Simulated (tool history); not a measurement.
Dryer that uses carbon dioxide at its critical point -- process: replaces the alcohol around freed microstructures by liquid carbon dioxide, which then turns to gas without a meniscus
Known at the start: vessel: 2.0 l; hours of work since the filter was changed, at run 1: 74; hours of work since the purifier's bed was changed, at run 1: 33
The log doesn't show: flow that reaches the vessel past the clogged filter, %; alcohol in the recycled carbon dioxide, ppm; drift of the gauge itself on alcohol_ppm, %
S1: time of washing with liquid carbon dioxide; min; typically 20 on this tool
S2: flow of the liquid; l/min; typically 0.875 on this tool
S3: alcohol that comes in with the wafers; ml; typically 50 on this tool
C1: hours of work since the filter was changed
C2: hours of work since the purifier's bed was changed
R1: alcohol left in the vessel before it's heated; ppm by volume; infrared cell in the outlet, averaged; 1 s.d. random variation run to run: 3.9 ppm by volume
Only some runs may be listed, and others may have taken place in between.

run	hour	S1	S2	S3	C1	C2	R1
1	0	20	0.875	50	74	33	55
2	35.9	20	0.875	50	101	61	62
3	74.8	20	0.875	24	131	90	34
4	98.7	20	0.875	24	149	109	40
5	125.3	20	0.875	24	169	129	31
6	170.9	20	0.875	50	204	164	77
# hour 193.6: inlet filter changed
7	200.3	32	0.875	50	5	185	6
8	237	20	0.875	28	33	214	31
9	273.7	20	0.875	50	61	242	45
10	318.6	20	0.875	50	96	276	56
11	337.7	20	0.875	50	110	291	55
12	366.2	16	0.875	50	132	312	180
13	397.4	20	0.875	27	156	336	41
14	423.6	20	0.875	27	176	356	48
15	444.4	20	0.875	27	192	372	41
16	470.4	20	0.875	27	212	392	52
# hour 483.4: inlet filter changed
17	515.3	20	0.875	27	24	426	44
18	548.1	20	0.648	50	49	451	249
19	594	20	0.875	50	85	486	62
20	639	20	0.588	21	119	520	199
21	683.5	20	1.32	50	153	554	25
22	720.7	14	1.193	112	181	583	168
23	765.2	14	1.193	112	215	617	195
# hour 775.2: inlet filter changed
24	805.8	16	0.53	50	23	647	1200
25	838.9	32	0.743	25	49	672	22
26	859.7	27	0.875	25	65	688	32
27	890.4	20	1.114	98	88	712	39
28	923.6	20	1.114	98	114	737	46
29	963.9	17	1.466	36	144	768	31
30	993.5	20	0.723	95	167	790	346
31	1031	20	0.723	95	196	819	365
32	1063.4	20	0.723	95	220	844	382
# hour 1068.5: inlet filter changed
33	1085.2	20	0.723	95	13	860	266
34	1107.3	20	0.723	95	30	877	263
35	1146.5	13	0.648	91	60	907	2197
36	1168.2	13	0.648	91	76	923	2290

For run 37, what comes out?
37	1199.2	20	1.182	40	100	947	?

R1: 41 ppm by volume
Take away the tool's hidden state, keep the run-to-run variation as it was, and the same run would have given R1 11 ppm by volume.

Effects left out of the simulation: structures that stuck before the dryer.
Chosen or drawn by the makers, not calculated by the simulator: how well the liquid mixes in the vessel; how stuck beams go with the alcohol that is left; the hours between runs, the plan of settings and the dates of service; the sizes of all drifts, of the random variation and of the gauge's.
